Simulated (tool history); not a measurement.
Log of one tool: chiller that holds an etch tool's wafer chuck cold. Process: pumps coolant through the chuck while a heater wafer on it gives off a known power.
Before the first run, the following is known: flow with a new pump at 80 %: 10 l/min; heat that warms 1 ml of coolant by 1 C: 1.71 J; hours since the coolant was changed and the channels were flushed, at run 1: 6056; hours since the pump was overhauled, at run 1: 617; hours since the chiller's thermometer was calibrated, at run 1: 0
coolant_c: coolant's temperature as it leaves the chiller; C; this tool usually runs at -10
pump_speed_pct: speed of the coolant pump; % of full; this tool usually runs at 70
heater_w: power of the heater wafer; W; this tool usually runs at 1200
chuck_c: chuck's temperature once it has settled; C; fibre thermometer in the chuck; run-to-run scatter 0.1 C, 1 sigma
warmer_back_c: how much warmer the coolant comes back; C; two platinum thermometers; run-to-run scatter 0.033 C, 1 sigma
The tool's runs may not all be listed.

| run | hour | coolant_c | pump_speed_pct | heater_w | hours since the coolant was changed and the channels were flushed | hours since the pump was overhauled | hours since the chiller's thermometer was calibrated | chuck_c | warmer_back_c |
|---|---|---|---|---|---|---|---|---|---|
| 1 | 0 | -10 | 70 | 1200 | 6056 | 617 | 0 | 4 | 4.88 |
| 2 | 52.8 | -10 | 70 | 1200 | 6108 | 670 | 53 | 4.2 | 4.84 |
| 3 | 83.3 | -10 | 70 | 1200 | 6139 | 700 | 83 | 3.9 | 4.85 |
| 4 | 135.5 | -10 | 70 | 1123 | 6191 | 753 | 136 | 3.2 | 4.59 |
| 5 | 196.3 | -10 | 70 | 1123 | 6252 | 813 | 196 | 3.2 | 4.56 |
| 6 | 230.8 | -10 | 70 | 1123 | 6286 | 848 | 231 | 3.1 | 4.59 |
| 7 | 259.2 | -18 | 70 | 1200 | 6315 | 876 | 259 | -3.9 | 4.91 |
| 8 | 312.1 | -18 | 70 | 1200 | 6368 | 929 | 312 | -3.8 | 4.93 |
| 9 | 354.5 | -18 | 70 | 1200 | 6410 | 972 | 355 | -4 | 4.96 |
| 10 | 404.4 | -18 | 70 | 1200 | 6460 | 1021 | 404 | -3.9 | 4.97 |
| 11 | 449.5 | -4 | 64 | 1200 | 6505 | 1066 | 449 | 11.3 | 5.4 |
| 12 | 501.1 | -4 | 64 | 1200 | 6557 | 1118 | 501 | 11.2 | 5.41 |
| 13 | 531 | -4 | 64 | 1200 | 6587 | 1148 | 531 | 11.2 | 5.45 |
| 14 | 575.8 | 0 | 64 | 1113 | 6631 | 1193 | 576 | 14.2 | 5.04 |
| 15 | 606.3 | -13 | 97 | 817 | 6662 | 1223 | 606 | -5.4 | 2.32 |
| 16 | 655.3 | -10 | 72 | 934 | 6711 | 1272 | 655 | 0.9 | 3.69 |
| 17 | 709.3 | -10 | 63 | 1434 | 6765 | 1326 | 709 | 8.4 | 6.64 |
| 18 | 757.9 | -10 | 77 | 728 | 6813 | 1375 | 758 | -1.9 | 2.68 |
| 19 | 787.9 | -20 | 92 | 1739 | 6843 | 1405 | 788 | -3.2 | 5.36 |
| 20 | 848.9 | -10 | 70 | 1428 | 6904 | 1466 | 849 | 7.1 | 5.91 |

5 options for the next run, each taken on its own from the tool as it stands now. Forecast them:
| A | 904.6 | -16 | 62 | 1200 | 6960 | 1522 | 905 | ? | ? |
| B | 904.6 | -10 | 89 | 1428 | 6960 | 1522 | 905 | ? | ? |
| C | 904.6 | -10 | 64 | 987 | 6960 | 1522 | 905 | ? | ? |
| D | 904.6 | -7 | 99 | 1200 | 6960 | 1522 | 905 | ? | ? |
| E | 904.6 | -2 | 70 | 1258 | 6960 | 1522 | 905 | ? | ? |

| run | chuck_c | warmer_back_c |
|---|---|---|
| A | -0.1 | 5.59 |
| B | 4.1 | 4.54 |
| C | 2.7 | 4.5 |
| D | 4.2 | 3.36 |
| E | 13.1 | 5.13 |
Stripped of hidden state, with their random variation kept, the same runs would have yielded:
| run | chuck_c | warmer_back_c |
|---|---|---|
| A | -1.7 | 5.5 |
| B | 2.6 | 4.47 |
| C | 1.4 | 4.42 |
| D | 3 | 3.3 |
| E | 11.6 | 5.04 |
